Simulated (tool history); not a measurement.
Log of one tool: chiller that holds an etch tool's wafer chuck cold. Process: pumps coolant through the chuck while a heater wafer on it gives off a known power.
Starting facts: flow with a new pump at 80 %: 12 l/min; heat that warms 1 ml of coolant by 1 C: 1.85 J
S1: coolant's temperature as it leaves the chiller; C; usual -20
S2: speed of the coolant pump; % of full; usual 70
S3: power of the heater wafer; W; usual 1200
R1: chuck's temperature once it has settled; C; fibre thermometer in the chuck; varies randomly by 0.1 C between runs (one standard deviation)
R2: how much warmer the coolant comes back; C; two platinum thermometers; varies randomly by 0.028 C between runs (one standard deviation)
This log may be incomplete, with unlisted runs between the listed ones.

{"run": 1, "hour": 0.0, "S1": -20, "S2": 70, "S3": 1200, "R1": -8.7, "R2": 3.76}
{"run": 2, "hour": 14.2, "S1": -20, "S2": 70, "S3": 1200, "R1": -8.7, "R2": 3.77}
{"run": 3, "hour": 44.9, "S1": -20, "S2": 70, "S3": 1200, "R1": -8.6, "R2": 3.66}
{"run": 4, "hour": 62.6, "S1": -20, "S2": 70, "S3": 1200, "R1": -8.9, "R2": 3.73}
{"run": 5, "hour": 76.1, "S1": -20, "S2": 70, "S3": 1200, "R1": -8.7, "R2": 3.73}
{"run": 6, "hour": 101.6, "S1": -20, "S2": 70, "S3": 1200, "R1": -8.7, "R2": 3.77}
{"run": 7, "hour": 124.8, "S1": -20, "S2": 70, "S3": 1200, "R1": -8.7, "R2": 3.77}
{"run": 8, "hour": 150.1, "S1": -20, "S2": 70, "S3": 737, "R1": -13.2, "R2": 2.32}
{"run": 9, "hour": 163.2, "S1": -20, "S2": 70, "S3": 737, "R1": -13.1, "R2": 2.27}
{"run": 10, "hour": 191.2, "S1": -20, "S2": 70, "S3": 1200, "R1": -8.7, "R2": 3.68}
{"run": 11, "hour": 209.4, "S1": -20, "S2": 70, "S3": 1200, "R1": -8.7, "R2": 3.69}
{"run": 12, "hour": 233.7, "S1": -26, "S2": 70, "S3": 1503, "R1": -11.7, "R2": 4.66}
{"run": 13, "hour": 261.5, "S1": -20, "S2": 68, "S3": 1243, "R1": -8.2, "R2": 4}
{"run": 14, "hour": 291.1, "S1": -12, "S2": 72, "S3": 1011, "R1": -2.7, "R2": 3.06}
{"run": 15, "hour": 311.9, "S1": -12, "S2": 72, "S3": 1711, "R1": 4, "R2": 5.17}
{"run": 16, "hour": 338.4, "S1": -20, "S2": 75, "S3": 697, "R1": -13.5, "R2": 2.08}
{"run": 17, "hour": 361.4, "S1": -14, "S2": 96, "S3": 1200, "R1": -4.4, "R2": 2.76}
{"run": 18, "hour": 380.9, "S1": -14, "S2": 96, "S3": 1200, "R1": -4.5, "R2": 2.74}
{"run": 19, "hour": 393.9, "S1": -20, "S2": 96, "S3": 1007, "R1": -12.1, "R2": 2.28}
{"run": 20, "hour": 424.5, "S1": -29, "S2": 91, "S3": 1007, "R1": -20.9, "R2": 2.43}
{"run": 21, "hour": 451.3, "S1": -16, "S2": 67, "S3": 1200, "R1": -4.3, "R2": 3.87}

Each row is a separate what-if for the run after 21, all from the same tool condition, not one after another. Results?
{"run": "A", "hour": 479.1, "S1": -28, "S2": 93, "S3": 1200, "R1": "?", "R2": "?"}
{"run": "B", "hour": 479.1, "S1": -17, "S2": 71, "S3": 821, "R1": "?", "R2": "?"}
{"run": "C", "hour": 479.1, "S1": -24, "S2": 79, "S3": 1200, "R1": "?", "R2": "?"}

run=A R1=-18.3 R2=2.87
run=B R1=-9.1 R2=2.54
run=C R1=-13.5 R2=3.31
With the hidden condition removed and each run's random variation left untouched, the same runs would have given:
run=A R1=-19.2 R2=2.83
run=B R1=-9.9 R2=2.51
run=C R1=-14.5 R2=3.27
